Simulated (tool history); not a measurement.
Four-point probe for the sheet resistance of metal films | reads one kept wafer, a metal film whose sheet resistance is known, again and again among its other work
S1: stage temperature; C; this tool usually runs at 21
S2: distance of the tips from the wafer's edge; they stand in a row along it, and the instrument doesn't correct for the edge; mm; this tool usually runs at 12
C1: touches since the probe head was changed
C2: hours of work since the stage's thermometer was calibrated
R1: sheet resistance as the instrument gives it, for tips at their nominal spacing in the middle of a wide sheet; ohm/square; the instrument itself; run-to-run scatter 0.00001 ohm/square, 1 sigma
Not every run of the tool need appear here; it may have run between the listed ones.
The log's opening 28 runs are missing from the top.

run   hour  S1  S2     C1   C2        R1
 29  578.9  24  46  27482  108  0.049748
 30  596.7  21  11  27988  118  0.050027
 31  619.8  26  10  28646  131  0.049954
 32  642.5  22  12  29292  144  0.049951
 33  654.7  22  12  29642  150  0.049967
 34  682.5  22  12  30432  166  0.049955
 35  705.8  22  12  31097  179  0.049968
 36  734.9  35   4  31925  195  0.051137
 37  762.1  23  50  32698  210  0.049745
 38  787.5  19  65  33423  225  0.049858
 39  808.1  19  65  34008  236  0.049821
 40  831.6  19  65  34677  249  0.049842
 41  850.2  19  65  35206  260  0.049838
 42  867.9  22   6  35710  270  0.050481

Run 43 is up next; what results do you expect?
 43  890.2  33  21  36345  282   ?

R1: 0.049598 ohm/square
With the hidden condition absent and the run-to-run variation left alone, this run would have shown R1 0.049657 ohm/square.
